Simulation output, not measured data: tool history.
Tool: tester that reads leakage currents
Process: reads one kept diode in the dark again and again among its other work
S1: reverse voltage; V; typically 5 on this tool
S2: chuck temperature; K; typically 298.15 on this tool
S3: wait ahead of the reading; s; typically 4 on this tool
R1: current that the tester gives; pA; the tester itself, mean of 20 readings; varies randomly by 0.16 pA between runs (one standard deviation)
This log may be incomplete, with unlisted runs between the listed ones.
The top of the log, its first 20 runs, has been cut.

| run | hour | S1 | S2 | S3 | R1 |
|---|---|---|---|---|---|
| 21 | 1319 | 1.58 | 310.15 | 0.43 | 67.53 |
| 22 | 1362.2 | 11.81 | 298.15 | 0.71 | 86.52 |
| 23 | 1417.4 | 11.81 | 311.15 | 1.16 | 230.37 |
| 24 | 1487.8 | 11.81 | 311.15 | 1.16 | 230.01 |
| 25 | 1564.2 | 11.81 | 311.15 | 1.16 | 230.32 |
| 26 | 1623.7 | 11.81 | 311.15 | 1.16 | 229.45 |
| 27 | 1693.6 | 11.81 | 311.15 | 1.16 | 229.76 |
| 28 | 1735.7 | 1.71 | 320.15 | 4 | 143.04 |
| 29 | 1803.8 | 15.95 | 298.15 | 1.15 | 102.47 |
| 30 | 1872.7 | 15.95 | 298.15 | 1.15 | 103.22 |
| 31 | 1924.2 | 15.95 | 298.15 | 1.15 | 102.27 |

3 options for the next run, each taken on its own from the tool as it stands now. Forecast them:
| A | 1962.1 | 4.33 | 299.15 | 1.24 | ? |
| B | 1962.1 | 6.3 | 298.15 | 4 | ? |
| C | 1962.1 | 11.26 | 298.15 | 4.12 | ? |

| run | R1 |
|---|---|
| A | 51.85 |
| B | 58.98 |
| C | 82.69 |
The same runs, with their run-to-run variation unchanged, on a tool lacking any hidden condition would have given:
| run | R1 |
|---|---|
| A | 51.84 |
| B | 58.96 |
| C | 82.65 |
